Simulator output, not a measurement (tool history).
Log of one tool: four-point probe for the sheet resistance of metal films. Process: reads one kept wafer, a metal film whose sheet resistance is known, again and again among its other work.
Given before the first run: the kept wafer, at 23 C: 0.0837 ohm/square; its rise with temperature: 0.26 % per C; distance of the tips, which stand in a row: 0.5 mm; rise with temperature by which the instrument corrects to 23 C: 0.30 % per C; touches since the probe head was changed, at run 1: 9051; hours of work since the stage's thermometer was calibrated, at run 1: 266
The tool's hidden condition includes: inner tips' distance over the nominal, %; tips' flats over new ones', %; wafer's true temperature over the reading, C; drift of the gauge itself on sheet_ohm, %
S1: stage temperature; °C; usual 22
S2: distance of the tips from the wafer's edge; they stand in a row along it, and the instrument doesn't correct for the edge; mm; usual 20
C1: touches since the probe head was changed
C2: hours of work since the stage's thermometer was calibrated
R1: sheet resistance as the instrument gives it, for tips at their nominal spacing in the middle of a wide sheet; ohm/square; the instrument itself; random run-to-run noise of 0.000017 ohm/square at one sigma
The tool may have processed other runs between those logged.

run	hour	S1	S2	C1	C2	R1
1	0	22	20	9051	266	0.083767
2	16.8	23	20	9311	275	0.083756
3	37.8	23	20	9638	287	0.08375
4	54.9	19	20	9903	296	0.083889
5	79.6	18	20	10286	310	0.083904
6	95	18	20	10525	318	0.083926
7	109.8	18	20	10754	326	0.08391
8	126.5	22	29	11014	335	0.083777
9	143	22	29	11271	345	0.083735
10	159.4	22	29	11524	354	0.08376
11	174.2	22	29	11754	362	0.083779
12	201.6	27	20	12179	377	0.083572
13	217.6	27	20	12427	386	0.083576
14	231.1	22	66	12637	393	0.083702
15	245.4	22	23	12859	401	0.083744
16	260.7	22	4	13097	410	0.084418
17	274.7	32	43	13314	417	0.083379
18	285.9	32	43	13488	423	0.083377
19	312.4	29	59	13899	438	0.083499

Forecast run 20:
20	324.1	29	59	14080	445	?

R1: 0.083447 ohm/square
The same run, on a tool lacking any hidden state, would have yielded R1 0.083451 ohm/square.

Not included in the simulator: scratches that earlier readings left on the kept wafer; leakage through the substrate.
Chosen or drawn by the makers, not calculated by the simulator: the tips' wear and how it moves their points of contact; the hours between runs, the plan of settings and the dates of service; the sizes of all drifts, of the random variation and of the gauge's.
